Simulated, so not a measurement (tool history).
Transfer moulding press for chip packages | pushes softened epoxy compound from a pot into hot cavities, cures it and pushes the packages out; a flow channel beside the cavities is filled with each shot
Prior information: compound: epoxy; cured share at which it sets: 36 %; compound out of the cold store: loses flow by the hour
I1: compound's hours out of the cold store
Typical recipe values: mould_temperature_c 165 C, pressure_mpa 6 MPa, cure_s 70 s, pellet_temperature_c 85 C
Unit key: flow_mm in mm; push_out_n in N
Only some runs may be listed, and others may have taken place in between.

Run 1, hour 0: usual settings; I1 29.5. Result: flow_mm 755 mm, push_out_n 443 N.
At hour 25.5: cavities cleaned with cleaning compound and waxed.
Run 2, hour 58.4: usual settings; I1 39.5. Result: flow_mm 732 mm, push_out_n 448 N.
At hour 75.7: cavities cleaned with cleaning compound and waxed.
At hour 91.6: plunger's sealing rings changed.
Run 3, hour 118.3: usual settings but pellet_temperature_c 87 C; I1 15.4. Result: flow_mm 773 mm, push_out_n 443 N.
At hour 126.8: cavities cleaned with cleaning compound and waxed.
At hour 176.9: cavities cleaned with cleaning compound and waxed.
Run 4, hour 176.9: usual settings but mould_temperature_c 166 C; I1 43.7. Result: flow_mm 731 mm, push_out_n 412 N.
At hour 211.1: mould's thermocouples calibrated.
At hour 226.1: cavities cleaned with cleaning compound and waxed.
Run 5, hour 227.4: usual settings but mould_temperature_c 166 C; I1 42.8. Result: flow_mm 722 mm, push_out_n 424 N.
Run 6, hour 252.8: usual settings but pellet_temperature_c 80 C; I1 13.4. Result: flow_mm 768 mm, push_out_n 464 N.
At hour 275.1: cavities cleaned with cleaning compound and waxed.
Run 7, hour 285: usual settings but pellet_temperature_c 76 C; I1 22.9. Result: flow_mm 768 mm, push_out_n 447 N.
Run 8, hour 314: usual settings; I1 22.3. Result: flow_mm 763 mm, push_out_n 452 N.
At hour 323.7: cavities cleaned with cleaning compound and waxed.
Run 9, hour 340.7: usual settings; I1 18.7. Result: flow_mm 764 mm, push_out_n 435 N.
At hour 371.8: cavities cleaned with cleaning compound and waxed.
Run 10, hour 389.7: usual settings; I1 39.1. Result: flow_mm 729 mm, push_out_n 434 N.
At hour 419.2: cavities cleaned with cleaning compound and waxed.
Run 11, hour 424.7: usual settings; I1 31.1. Result: flow_mm 742 mm, push_out_n 428 N.
Run 12, hour 463: usual settings; I1 20.3. Result: flow_mm 758 mm, push_out_n 444 N.
At hour 469.1: cavities cleaned with cleaning compound and waxed.
Run 13, hour 490.7: usual settings; I1 13.3. Result: flow_mm 788 mm, push_out_n 463 N.
At hour 516.8: cavities cleaned with cleaning compound and waxed.
Run 14, hour 516.8: usual settings but pressure_mpa 5.94 MPa, pellet_temperature_c 76 C; I1 29.3. Result: flow_mm 744 mm, push_out_n 437 N.
Run 15, hour 558.2: usual settings but pressure_mpa 5.94 MPa, pellet_temperature_c 76 C; I1 13.5. Result: flow_mm 787 mm, push_out_n 469 N.
At hour 563.7: cavities cleaned with cleaning compound and waxed.
At hour 579.9: plunger's sealing rings changed.
Run 16, hour 598.6: usual settings but mould_temperature_c 162 C, pressure_mpa 4.94 MPa, cure_s 98 s, pellet_temperature_c 76 C; I1 12.8. Result: flow_mm 726 mm, push_out_n 362 N.
At hour 613.9: cavities cleaned with cleaning compound and waxed.
Run 17, hour 637.5: usual settings but mould_temperature_c 162 C, pressure_mpa 4.94 MPa, cure_s 98 s, pellet_temperature_c 77 C; I1 23. Result: flow_mm 711 mm, push_out_n 364 N.
At hour 663: cavities cleaned with cleaning compound and waxed.
Run 18, hour 670.5: usual settings but mould_temperature_c 161 C, pressure_mpa 5.12 MPa, pellet_temperature_c 79 C; I1 31.9. Result: flow_mm 709 mm, push_out_n 613 N.
At hour 713.3: cavities cleaned with cleaning compound and waxed.
Run 19, hour 717.6: usual settings but mould_temperature_c 167 C, pressure_mpa 4.66 MPa, pellet_temperature_c 86 C; I1 17.8. Result: flow_mm 676 mm, push_out_n 394 N.
Run 20, hour 741.2: usual settings but mould_temperature_c 166 C, pressure_mpa 6.68 MPa, cure_s 79 s; I1 22.9. Result: flow_mm 811 mm, push_out_n 382 N.
At hour 761.2: cavities cleaned with cleaning compound and waxed.
Run 21, hour 788.4: usual settings but pressure_mpa 5.15 MPa; I1 34.3. Result: flow_mm 688 mm, push_out_n 417 N.
At hour 810.5: cavities cleaned with cleaning compound and waxed.
Run 22, hour 822.2: usual settings but pressure_mpa 5.15 MPa; I1 20.3. Result: flow_mm 704 mm, push_out_n 440 N.
At hour 859.7: cavities cleaned with cleaning compound and waxed.
Run 23, hour 869.5: usual settings but pressure_mpa 5.15 MPa; I1 33.9. Result: flow_mm 701 mm, push_out_n 460 N.
Run 24, hour 903.1: usual settings but pressure_mpa 4.8 MPa; I1 30.8. Result: flow_mm 674 mm, push_out_n 432 N.
At hour 909.9: cavities cleaned with cleaning compound and waxed.
Run 25, hour 940.1: usual settings but cure_s 97 s, pellet_temperature_c 95 C; I1 41.6. Result: flow_mm 735 mm, push_out_n 374 N.
At hour 958.4: cavities cleaned with cleaning compound and waxed.
Run 26, hour 980.7: usual settings but mould_temperature_c 160 C, pressure_mpa 4.6 MPa, cure_s 53 s, pellet_temperature_c 83 C; I1 39.1. Result: flow_mm 670 mm, push_out_n 1132 N.

5 options for the next run, each taken on its own from the tool as it stands now. Forecast them:
At hour 1006.6: cavities cleaned with cleaning compound and waxed.
Run A, hour 1024.9: usual settings but mould_temperature_c 166 C, pressure_mpa 5.04 MPa, cure_s 93 s, pellet_temperature_c 83 C; I1 20.6. Result: flow_mm ?, push_out_n ?.
At hour 1006.6: cavities cleaned with cleaning compound and waxed.
Run B, hour 1024.9: usual settings but pressure_mpa 6.53 MPa, cure_s 54 s, pellet_temperature_c 89 C; I1 14.2. Result: flow_mm ?, push_out_n ?.
At hour 1006.6: cavities cleaned with cleaning compound and waxed.
Run C, hour 1024.9: usual settings but mould_temperature_c 160 C, pressure_mpa 5.45 MPa, cure_s 82 s, pellet_temperature_c 75 C; I1 27.4. Result: flow_mm ?, push_out_n ?.
At hour 1006.6: cavities cleaned with cleaning compound and waxed.
Run D, hour 1024.9: usual settings but mould_temperature_c 161 C, pressure_mpa 4.6 MPa, cure_s 53 s, pellet_temperature_c 83 C; I1 16.7. Result: flow_mm ?, push_out_n ?.
At hour 1006.6: cavities cleaned with cleaning compound and waxed.
Run E, hour 1024.9: usual settings but mould_temperature_c 160 C, pressure_mpa 4.6 MPa, cure_s 54 s, pellet_temperature_c 83 C; I1 36.2. Result: flow_mm ?, push_out_n ?.

run  flow_mm  push_out_n
  A      708         359
  B      812         801
  C      731         459
  D      685        1117
  E      672        1121
Without the tool's unlogged condition, the same runs would have read:
run  flow_mm  push_out_n
  A      709         358
  B      813         798
  C      732         457
  D      686        1111
  E      673        1116
